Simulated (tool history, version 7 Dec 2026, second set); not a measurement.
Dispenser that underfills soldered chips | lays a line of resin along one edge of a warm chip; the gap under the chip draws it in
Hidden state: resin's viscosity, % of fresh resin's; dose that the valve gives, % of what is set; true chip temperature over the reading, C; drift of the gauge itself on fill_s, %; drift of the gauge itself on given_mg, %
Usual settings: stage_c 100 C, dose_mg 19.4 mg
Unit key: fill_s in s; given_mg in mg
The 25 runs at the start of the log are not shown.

run   hour  stage_c  dose_mg  hours of work since the syringe was changed  hours of work since the valve was cleaned  hours of work since the stage was calibrated  fill_s  given_mg
     288.0  -- new syringe of resin
 26  288.0      110     17.5                                            0                                         44                                           211   469.5     16.93
     298.1  -- new syringe of resin
 27  298.1      110     17.5                                            0                                         50                                           217   496.2     16.72
 28  304.5      108     19.4                                            4                                         54                                           221   668.3     18.49
     308.2  -- new syringe of resin
 29  315.5      109     19.6                                            5                                         61                                           228   667.0     18.55
     318.3  -- new syringe of resin
 30  323.9      100     18.2                                            4                                         66                                           233   804.5     17.26
     328.4  -- new syringe of resin
 31  337.9      112     24.1                                            6                                         75                                           241   656.7     22.44
     338.9  -- new syringe of resin
 32  346.6      113     24.6                                            5                                         80                                           246   599.1     22.92
     349.9  -- new syringe of resin
 33  357.8      100     24.7                                            5                                         87                                           253   816.7     22.85

Predict each of these 3 candidate next runs independently; none follows another, all start after run 33:
     359.9  -- new syringe of resin
  A  367.2      114     17.0                                            5                                         92                                           259       ?         ?
     359.9  -- new syringe of resin
  B  367.2       90     20.2                                            5                                         92                                           259       ?         ?
     359.9  -- new syringe of resin
  C  367.2      106     24.7                                            5                                         92                                           259       ?         ?

run  fill_s  given_mg
  A   615.5     15.57
  B  1068.4     18.57
  C   705.3     22.71
Take away the tool's hidden state, keep each run's random variation, and the runs would have read:
run  fill_s  given_mg
  A   443.8     16.90
  B   787.5     20.16
  C   522.9     24.66

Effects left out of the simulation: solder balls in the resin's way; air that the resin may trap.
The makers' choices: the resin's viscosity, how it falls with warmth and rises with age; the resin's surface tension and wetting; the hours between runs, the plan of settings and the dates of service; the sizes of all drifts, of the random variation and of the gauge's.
